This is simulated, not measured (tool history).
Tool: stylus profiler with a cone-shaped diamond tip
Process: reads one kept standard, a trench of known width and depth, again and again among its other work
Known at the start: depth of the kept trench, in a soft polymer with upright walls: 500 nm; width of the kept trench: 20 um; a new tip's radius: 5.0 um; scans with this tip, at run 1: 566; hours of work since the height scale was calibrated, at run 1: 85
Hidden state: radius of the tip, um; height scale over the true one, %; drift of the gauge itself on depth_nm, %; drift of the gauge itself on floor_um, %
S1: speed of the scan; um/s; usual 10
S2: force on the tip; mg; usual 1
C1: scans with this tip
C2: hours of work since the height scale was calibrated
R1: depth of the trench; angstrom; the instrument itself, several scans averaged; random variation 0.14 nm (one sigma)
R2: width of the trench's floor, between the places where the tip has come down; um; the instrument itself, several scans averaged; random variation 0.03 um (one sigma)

| run | day | S1 | S2 | C1 | C2 | R1 | R2 |
|---|---|---|---|---|---|---|---|
| 1 | 0 | 10 | 1 | 566 | 85 | 5040.6 | 15.51 |
| 2 | 0.442 | 10 | 1 | 601 | 90 | 5041.4 | 15.52 |
| 3 | 0.825 | 10 | 1 | 631 | 95 | 5042.9 | 15.51 |
| 4 | 1.321 | 10 | 1 | 671 | 101 | 5044.2 | 15.51 |
| 5 | 1.742 | 13 | 1 | 704 | 106 | 5043.9 | 15.47 |
| 6 | 2.062 | 13 | 1 | 729 | 109 | 5042.5 | 15.48 |
| 7 | 2.508 | 15 | 1 | 765 | 115 | 5041.4 | 15.34 |
| 8 | 3.046 | 10 | 0.4 | 807 | 121 | 5022.1 | 15.4 |
| 9 | 3.542 | 10 | 1.26 | 846 | 127 | 5047.3 | 15.51 |
| 10 | 4.021 | 10 | 1.26 | 884 | 133 | 5047 | 15.46 |
| 11 | 4.425 | 10 | 1.26 | 916 | 137 | 5044.2 | 15.44 |
| 12 | 4.8 | 10 | 1 | 946 | 142 | 5044.2 | 15.43 |
| 13 | 5.346 | 10 | 1 | 989 | 148 | 5039.7 | 15.4 |
| 14 | 5.729 | 10 | 1 | 1019 | 153 | 5040.9 | 15.43 |
| 15 | 6.104 | 10 | 0.36 | 1049 | 157 | 5021.6 | 15.41 |
| 16 | 6.617 | 10 | 0.36 | 1089 | 163 | 5019.3 | 15.32 |
| 17 | 7.167 | 10 | 0.36 | 1133 | 170 | 5018.2 | 15.33 |
|  | 7.229 | height scale calibrated on a step standard |
| 18 | 7.796 | 10 | 0.36 | 1181 | 7 | 5018.6 | 15.3 |
| 19 | 8.388 | 10 | 0.36 | 1228 | 14 | 5021.5 | 15.33 |
|  | 8.717 | height scale calibrated on a step standard, once more |
| 20 | 8.8 | 10 | 0.36 | 1259 | 1 | 5021.6 | 15.24 |
| 21 | 9.262 | 24 | 0.78 | 1296 | 7 | 5034.2 | 15.19 |
| 22 | 9.608 | 16 | 0.78 | 1323 | 11 | 5034.6 | 15.27 |
| 23 | 10.071 | 16 | 0.78 | 1360 | 16 | 5033.9 | 15.26 |
| 24 | 10.508 | 16 | 0.78 | 1394 | 21 | 5032.3 | 15.29 |
| 25 | 10.917 | 16 | 0.78 | 1426 | 26 | 5033.1 | 15.22 |
| 26 | 11.479 | 7 | 0.35 | 1471 | 33 | 5019 | 15.25 |
| 27 | 11.792 | 3 | 2.35 | 1496 | 36 | 5068.4 | 15.36 |
| 28 | 12.133 | 3 | 2.35 | 1523 | 41 | 5069.4 | 15.42 |
| 29 | 12.629 | 2 | 1.03 | 1562 | 46 | 5040.3 | 15.41 |
| 30 | 13.15 | 2 | 1.04 | 1603 | 53 | 5040.7 | 15.38 |
| 31 | 13.65 | 21 | 0.41 | 1643 | 59 | 5022.5 | 15.03 |
| 32 | 13.908 | 12 | 1.7 | 1663 | 62 | 5056.3 | 15.3 |
| 33 | 14.35 | 12 | 1.7 | 1698 | 67 | 5055.1 | 15.21 |
| 34 | 14.892 | 23 | 1 | 1741 | 73 | 5039.6 | 15.14 |
| 35 | 15.221 | 23 | 1 | 1767 | 77 | 5039.1 | 15.17 |
| 36 | 15.625 | 20 | 1.63 | 1799 | 82 | 5055.1 | 15.2 |
| 37 | 16.121 | 20 | 1.63 | 1838 | 88 | 5053.3 | 15.18 |
| 38 | 16.404 | 5 | 0.67 | 1861 | 91 | 5030.5 | 15.29 |
| 39 | 16.904 | 3 | 0.43 | 1900 | 97 | 5021.4 | 15.34 |
| 40 | 17.512 | 9 | 1.61 | 1949 | 104 | 5052.8 | 15.26 |

3 ways to go on from here, each from the tool as it stands after run 40. What would each give?
| A | 17.988 | 4 | 1.08 | 1986 | 110 | ? | ? |
| B | 17.988 | 18 | 1 | 1986 | 110 | ? | ? |
| C | 17.988 | 27 | 0.96 | 1986 | 110 | ? | ? |

| run | R1 | R2 |
|---|---|---|
| A | 5042.5 | 15.31 |
| B | 5036.3 | 15.16 |
| C | 5035.1 | 15.04 |
Without the tool's hidden state the same runs would have given:
| run | R1 | R2 |
|---|---|---|
| A | 5043.8 | 15.63 |
| B | 5037.6 | 15.47 |
| C | 5036.4 | 15.36 |
